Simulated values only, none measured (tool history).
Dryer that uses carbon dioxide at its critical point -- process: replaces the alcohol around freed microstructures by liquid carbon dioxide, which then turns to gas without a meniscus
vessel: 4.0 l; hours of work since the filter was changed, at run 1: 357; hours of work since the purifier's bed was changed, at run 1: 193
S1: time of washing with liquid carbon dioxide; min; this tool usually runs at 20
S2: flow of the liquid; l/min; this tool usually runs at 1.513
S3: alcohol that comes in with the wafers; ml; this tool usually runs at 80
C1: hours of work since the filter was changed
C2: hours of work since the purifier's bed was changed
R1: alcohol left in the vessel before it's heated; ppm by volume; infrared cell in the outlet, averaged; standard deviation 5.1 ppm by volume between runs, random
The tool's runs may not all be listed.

run,hour,S1,S2,S3,C1,C2,R1
1,0.0,20,1.513,80,357,193,175
2,9.1,20,1.513,80,361,196,167
3,22.0,20,1.513,80,365,201,181
4,34.5,20,1.513,80,370,205,180
5,48.3,20,1.513,80,375,210,189
6,62.7,20,1.513,80,380,215,190
7,75.1,20,1.513,80,384,220,184
8,91.0,20,1.513,80,390,226,198
9,103.6,20,1.513,51,394,230,159
10,113.1,20,1.513,52,398,234,154
11,126.2,20,1.513,44,403,238,159
12,143.7,17,1.513,80,409,245,320
13,151.0,20,2.390,37,411,247,96
14,164.2,27,0.970,24,416,252,150
15,171.2,20,2.370,80,419,254,105
16,181.3,25,1.513,80,422,258,132
17,188.7,14,2.290,80,425,261,190
18,204.9,16,1.180,80,431,266,884
19,212.4,28,1.180,32,433,269,125
20,223.7,28,1.180,32,438,273,134
21,241.2,15,1.513,27,444,279,243

Forecast each of these 5 alternatives for the next run:
A,253.4,18,1.910,49,448,284,?
B,253.4,15,2.000,27,448,284,?
C,253.4,27,2.070,80,448,284,?
D,253.4,20,1.513,78,448,284,?
E,253.4,20,1.513,44,448,284,?

run,R1
A,142
B,147
C,113
D,221
E,170
Without the tool's hidden state the same runs would have given:
run,R1
A,25
B,29
C,8
D,78
E,43
